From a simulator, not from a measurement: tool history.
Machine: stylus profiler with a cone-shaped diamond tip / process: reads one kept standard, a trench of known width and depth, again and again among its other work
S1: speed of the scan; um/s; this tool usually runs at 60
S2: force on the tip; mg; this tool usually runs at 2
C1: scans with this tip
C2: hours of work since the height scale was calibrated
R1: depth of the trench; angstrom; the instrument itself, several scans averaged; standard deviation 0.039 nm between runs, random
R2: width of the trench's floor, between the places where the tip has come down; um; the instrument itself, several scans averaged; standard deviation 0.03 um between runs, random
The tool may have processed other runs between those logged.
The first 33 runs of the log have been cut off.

run 34 hour=3353.5 | S1=138 S2=2.32 | C1=17940 C2=793 | R1=1003.2 R2=45.92
run 35 hour=3411.6 | S1=15 S2=2.82 | C1=18426 C2=826 | R1=1003.7 R2=46.77
run 36 hour=3475.6 | S1=15 S2=2.82 | C1=18963 C2=862 | R1=1003.7 R2=46.67
run 37 hour=3562.5 | S1=188 S2=2.06 | C1=19691 C2=911 | R1=1001.6 R2=45.46
run 38 hour=3697.4 | S1=209 S2=3.78 | C1=20821 C2=988 | R1=1004.3 R2=45.59
-- hour=3755.7 new tip fitted, height scale calibrated
run 39 hour=3808.2 | S1=21 S2=3.78 | C1=440 C2=30 | R1=1007.1 R2=47.85
run 40 hour=3916.2 | S1=98 S2=5.38 | C1=1345 C2=91 | R1=1009.5 R2=47.43
run 41 hour=4036.8 | S1=22 S2=1.6 | C1=2355 C2=159 | R1=1004 R2=47.66
run 42 hour=4172 | S1=22 S2=1.6 | C1=3488 C2=236 | R1=1003.6 R2=47.53
run 43 hour=4305.7 | S1=178 S2=1.68 | C1=4608 C2=312 | R1=1003 R2=46.34
run 44 hour=4400.7 | S1=43 S2=1.7 | C1=5404 C2=366 | R1=1004 R2=47.27
run 45 hour=4464.2 | S1=43 S2=1.35 | C1=5936 C2=402 | R1=1002.2 R2=47.18
run 46 hour=4541.2 | S1=63 S2=4.53 | C1=6581 C2=445 | R1=1007 R2=47.24

Each row is a separate what-if for the run after 46, all from the same tool condition, not one after another. Results?
run A hour=4617.1 | S1=69 S2=1.95 | C1=7218 C2=488 | R1=? R2=?
run B hour=4617.1 | S1=173 S2=2 | C1=7218 C2=488 | R1=? R2=?
run C hour=4617.1 | S1=133 S2=1.72 | C1=7218 C2=488 | R1=? R2=?
run D hour=4617.1 | S1=171 S2=2.85 | C1=7218 C2=488 | R1=? R2=?

run=A R1=1003 R2=46.99
run=B R1=1003.4 R2=46.26
run=C R1=1002.7 R2=46.48
run=D R1=1003.9 R2=46.47
The same runs, with their run-to-run variation unchanged, on a tool lacking any hidden condition would have given:
run=A R1=1004.8 R2=47.56
run=B R1=1005.1 R2=46.83
run=C R1=1004.5 R2=47.06
run=D R1=1005.7 R2=47.05

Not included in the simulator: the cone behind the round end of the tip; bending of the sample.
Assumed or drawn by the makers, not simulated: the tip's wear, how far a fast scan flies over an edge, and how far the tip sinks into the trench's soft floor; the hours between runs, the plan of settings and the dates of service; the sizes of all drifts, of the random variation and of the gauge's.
